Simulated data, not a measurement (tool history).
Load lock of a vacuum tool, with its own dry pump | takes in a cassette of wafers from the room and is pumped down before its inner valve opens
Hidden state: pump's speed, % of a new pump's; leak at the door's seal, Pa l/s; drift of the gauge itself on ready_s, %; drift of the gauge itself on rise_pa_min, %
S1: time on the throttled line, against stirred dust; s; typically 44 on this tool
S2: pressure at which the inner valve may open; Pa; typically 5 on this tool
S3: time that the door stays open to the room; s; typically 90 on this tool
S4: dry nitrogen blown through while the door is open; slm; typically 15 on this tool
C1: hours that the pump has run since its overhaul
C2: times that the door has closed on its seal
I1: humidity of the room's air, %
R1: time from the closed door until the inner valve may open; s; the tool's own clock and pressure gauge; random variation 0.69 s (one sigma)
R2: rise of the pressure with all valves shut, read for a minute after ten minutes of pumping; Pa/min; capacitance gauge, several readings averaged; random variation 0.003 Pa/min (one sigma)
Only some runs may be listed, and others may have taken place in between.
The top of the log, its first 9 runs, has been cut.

run 10 hour=2784.7 | S1=44 S2=7 S3=90 S4=35 | C1=8112 C2=38667 | I1=44.4 | R1=108.8 R2=0.396
run 11 hour=3138.0 | S1=32 S2=5 S3=90 S4=15 | C1=8465 C2=39289 | I1=48.3 | R1=104.8 R2=0.429
run 12 hour=3541.6 | S1=44 S2=9 S3=90 S4=15 | C1=8869 C2=40000 | I1=45.8 | R1=106.2 R2=0.437
run 13 hour=3979.9 | S1=44 S2=5 S3=90 S4=19 | C1=9307 C2=40771 | I1=49.3 | R1=113.0 R2=0.453
run 14 hour=4263.0 | S1=44 S2=5 S3=90 S4=15 | C1=9590 C2=41269 | I1=42.1 | R1=113.8 R2=0.453
run 15 hour=4531.3 | S1=44 S2=5 S3=90 S4=15 | C1=9858 C2=41742 | I1=47.7 | R1=113.9 R2=0.487
run 16 hour=4766.6 | S1=70 S2=8 S3=48 S4=8 | C1=10094 C2=42156 | I1=48.4 | R1=129.4 R2=0.486
run 17 hour=4967.8 | S1=70 S2=8 S3=48 S4=8 | C1=10295 C2=42510 | I1=47.1 | R1=130.0 R2=0.475
run 18 hour=5284.3 | S1=30 S2=6 S3=29 S4=8 | C1=10611 C2=43067 | I1=42.4 | R1=102.7 R2=0.499
run 19 hour=5736.3 | S1=44 S2=5 S3=90 S4=30 | C1=11063 C2=43863 | I1=44.7 | R1=115.8 R2=0.517
run 20 hour=6004.7 | S1=44 S2=5 S3=90 S4=30 | C1=11332 C2=44335 | I1=46.0 | R1=115.8 R2=0.519
-- hour=6234.3 dry pump taken out, an overhauled one fitted
run 21 hour=6405.1 | S1=28 S2=6 S3=41 S4=15 | C1=171 C2=45030 | I1=42.6 | R1=89.7 R2=0.520
run 22 hour=6681.6 | S1=28 S2=6 S3=41 S4=15 | C1=447 C2=45516 | I1=47.6 | R1=90.8 R2=0.547
run 23 hour=7129.4 | S1=37 S2=5 S3=90 S4=15 | C1=895 C2=46305 | I1=44.9 | R1=99.7 R2=0.566
run 24 hour=7490.7 | S1=55 S2=4 S3=90 S4=15 | C1=1256 C2=46941 | I1=45.6 | R1=116.4 R2=0.571
run 25 hour=7787.3 | S1=55 S2=6 S3=26 S4=15 | C1=1553 C2=47463 | I1=45.8 | R1=112.7 R2=0.567
run 26 hour=8103.3 | S1=59 S2=6 S3=43 S4=15 | C1=1869 C2=48019 | I1=44.0 | R1=118.2 R2=0.591
-- hour=8242.0 door's seal changed, seat wiped
run 27 hour=8299.4 | S1=59 S2=6 S3=43 S4=15 | C1=2064 C2=101 | I1=45.5 | R1=116.9 R2=0.010
run 28 hour=8687.8 | S1=59 S2=6 S3=43 S4=15 | C1=2452 C2=785 | I1=47.6 | R1=118.2 R2=0.013
run 29 hour=8925.1 | S1=67 S2=8 S3=112 S4=15 | C1=2689 C2=1202 | I1=46.6 | R1=121.2 R2=0.024
run 30 hour=9384.5 | S1=67 S2=8 S3=112 S4=15 | C1=3149 C2=2011 | I1=43.1 | R1=122.0 R2=0.028

3 options for the next run, each taken on its own from the tool as it stands now. Forecast them:
run A hour=9827.1 | S1=73 S2=6 S3=112 S4=15 | C1=3591 C2=2790 | I1=46.7 | R1=? R2=?
run B hour=9827.1 | S1=34 S2=5 S3=90 S4=36 | C1=3591 C2=2790 | I1=44.7 | R1=? R2=?
run C hour=9827.1 | S1=67 S2=9 S3=104 S4=15 | C1=3591 C2=2790 | I1=42.2 | R1=? R2=?

run=A R1=129.6 R2=0.034
run=B R1=99.6 R2=0.027
run=C R1=120.9 R2=0.038
Take away the tool's hidden state, keep each run's random variation, and the runs would have read:
run=A R1=125.3 R2=0.021
run=B R1=94.5 R2=0.014
run=C R1=116.7 R2=0.024
